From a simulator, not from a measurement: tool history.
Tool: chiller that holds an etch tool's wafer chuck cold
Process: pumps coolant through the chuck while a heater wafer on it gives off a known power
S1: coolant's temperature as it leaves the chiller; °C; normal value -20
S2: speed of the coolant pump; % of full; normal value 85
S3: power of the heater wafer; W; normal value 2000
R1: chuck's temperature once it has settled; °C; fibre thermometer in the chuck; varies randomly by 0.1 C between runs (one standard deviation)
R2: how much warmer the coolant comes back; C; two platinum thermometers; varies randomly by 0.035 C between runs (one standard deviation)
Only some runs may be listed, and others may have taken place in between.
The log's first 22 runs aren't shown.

run    hour   S1  S2    S3     R1     R2
 23  1159.2  -20  66  2186   -2.2   9.30
 24  1231.8  -20  66  2186   -2.3   9.30
 25  1289.8  -17  74  2970    4.9  11.17
 26  1322.6  -17  74  2970    4.8  11.10
 27  1355.0  -20  64  2000   -3.3   8.90
 28  1393.1  -20  64  2000   -3.4   8.83
 29  1448.1  -20  64  2000   -3.3   8.86
 30  1514.0  -20  64  2000   -3.4   8.85
 31  1571.3  -13  64  2000    3.9   8.87
 32  1609.2  -13  64  2000    3.9   8.84
     1615.9  -- chiller's thermometer calibrated
 33  1682.5  -24  68  1542  -10.6   6.38

Forecast each of these 3 alternatives for the next run:
  A  1726.5  -18  88  2000   ?   ?
  B  1726.5  -20  82  1563   ?   ?
  C  1726.5  -27  74  2161   ?   ?

run     R1    R2
  A   -4.5  6.29
  B   -8.8  5.23
  C  -10.0  8.16
Had the tool no hidden state, the same runs would have come out as:
run     R1    R2
  A   -5.6  6.07
  B   -9.8  5.05
  C  -11.4  7.88
